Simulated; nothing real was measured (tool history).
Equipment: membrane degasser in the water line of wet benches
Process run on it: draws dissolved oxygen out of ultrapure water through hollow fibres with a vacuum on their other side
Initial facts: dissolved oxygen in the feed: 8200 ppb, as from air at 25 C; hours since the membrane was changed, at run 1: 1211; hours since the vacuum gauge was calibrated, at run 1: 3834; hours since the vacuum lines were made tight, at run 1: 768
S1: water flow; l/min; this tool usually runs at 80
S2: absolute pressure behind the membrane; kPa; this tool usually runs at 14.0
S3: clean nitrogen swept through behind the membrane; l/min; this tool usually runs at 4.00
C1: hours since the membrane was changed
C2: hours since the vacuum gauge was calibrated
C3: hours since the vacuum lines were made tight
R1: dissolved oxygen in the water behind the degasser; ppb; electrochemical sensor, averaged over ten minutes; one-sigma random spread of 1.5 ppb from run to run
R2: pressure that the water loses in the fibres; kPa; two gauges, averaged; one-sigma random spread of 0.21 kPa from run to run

| run | day | S1 | S2 | S3 | C1 | C2 | C3 | R1 | R2 |
|---|---|---|---|---|---|---|---|---|---|
| 1 | 0.000 | 80 | 14.0 | 4.00 | 1211 | 3834 | 768 | 494.6 | 60.59 |
| 2 | 1.467 | 80 | 14.0 | 4.00 | 1246 | 3869 | 803 | 496.7 | 60.26 |
| 3 | 3.029 | 80 | 14.0 | 4.00 | 1284 | 3906 | 840 | 495.6 | 60.51 |
| 4 | 4.104 | 80 | 14.0 | 4.00 | 1309 | 3932 | 866 | 495.4 | 60.56 |
| 5 | 6.158 | 80 | 14.0 | 4.00 | 1359 | 3982 | 915 | 496.2 | 60.31 |
| 6 | 7.121 | 80 | 14.0 | 4.00 | 1382 | 4005 | 938 | 494.2 | 59.98 |

Run 7, settings as shown, results not yet in. Your forecast:
| 7 | 8.571 | 50 | 14.7 | 6.07 | 1417 | 4039 | 973 | ? | ? |

{"run 7": {"R1": 235.4, "R2": 37.61}}
Were there no unlogged condition in the tool, this run, its random variation unchanged, would have produced R1 235.3 ppb, R2 37.61 kPa.
